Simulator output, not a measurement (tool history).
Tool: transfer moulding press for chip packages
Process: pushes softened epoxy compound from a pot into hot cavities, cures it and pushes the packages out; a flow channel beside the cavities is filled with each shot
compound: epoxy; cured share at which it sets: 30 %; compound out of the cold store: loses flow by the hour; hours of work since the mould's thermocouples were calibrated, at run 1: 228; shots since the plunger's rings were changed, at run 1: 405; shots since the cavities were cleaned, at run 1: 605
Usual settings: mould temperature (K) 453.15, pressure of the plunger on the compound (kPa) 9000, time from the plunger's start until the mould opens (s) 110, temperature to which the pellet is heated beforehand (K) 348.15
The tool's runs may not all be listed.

run,hour,mould temperature (K),pressure of the plunger on the compound (kPa),time from the plunger's start until the mould opens (s),temperature to which the pellet is heated beforehand (K),hours of work since the mould's thermocouples were calibrated,shots since the plunger's rings were changed,shots since the cavities were cleaned,incoming compound's hours out of the cold store,length that the compound runs in the flow channel (mm),greatest force on the pins that push the packages out (N)
1,0,453.15,9000,110,348.15,228,405,605,19.7,573,448
# hour 26.8: cavities cleaned with cleaning compound and waxed
2,35.1,453.15,9000,110,348.15,248,730,80,37.6,511,319
3,71.9,453.15,9000,110,348.15,270,1086,436,36.4,510,439
4,104.9,453.15,9000,110,348.15,289,1405,755,42.1,487,469
# hour 112.4: cavities cleaned with cleaning compound and waxed
5,150,453.15,9000,110,348.15,315,1827,364,29.2,530,411
# hour 197.3: cavities cleaned with cleaning compound and waxed
6,205,453.15,9000,110,348.15,346,2344,74,31.5,519,316
7,235.7,453.15,9000,110,348.15,364,2641,371,28.6,524,412
8,276.9,453.15,9000,110,348.15,389,3039,769,23,529,497
# hour 285.8: cavities cleaned with cleaning compound and waxed
9,307,453.15,9000,110,348.15,406,3316,205,20.4,538,376
10,329.2,453.15,9000,110,340.15,419,3531,420,24.2,512,446
# hour 337.5: plunger's sealing rings changed
11,357.9,453.15,9000,110,340.15,434,198,674,40,501,460
# hour 373.3: cavities cleaned with cleaning compound and waxed
12,392.8,453.15,9000,110,340.15,454,520,189,29.9,536,359
# hour 409.1: mould's thermocouples calibrated
13,445,453.15,9000,110,348.15,21,1005,674,26.8,540,470
# hour 461.5: cavities cleaned with cleaning compound and waxed
14,494.8,448.15,9000,110,348.15,50,1473,322,28.2,537,519
15,519.7,453.15,9000,110,348.15,64,1714,563,32.1,509,440
# hour 547: cavities cleaned with cleaning compound and waxed
16,574.2,453.15,8640,110,340.15,96,2226,262,20,543,389
17,608.8,453.15,8640,110,340.15,116,2561,597,27.6,504,466
# hour 634.1: cavities cleaned with cleaning compound and waxed
18,640.8,453.15,9000,99,348.15,134,2856,65,23.6,529,371

The next listed run, before its measurement:
19,672.1,453.15,9000,99,348.15,153,3158,367,9.3,?,?

length that the compound runs in the flow channel (mm): 579
greatest force on the pins that push the packages out (N): 522
Without the tool's hidden state the same run would have given length that the compound runs in the flow channel (mm) 618, greatest force on the pins that push the packages out (N) 372.
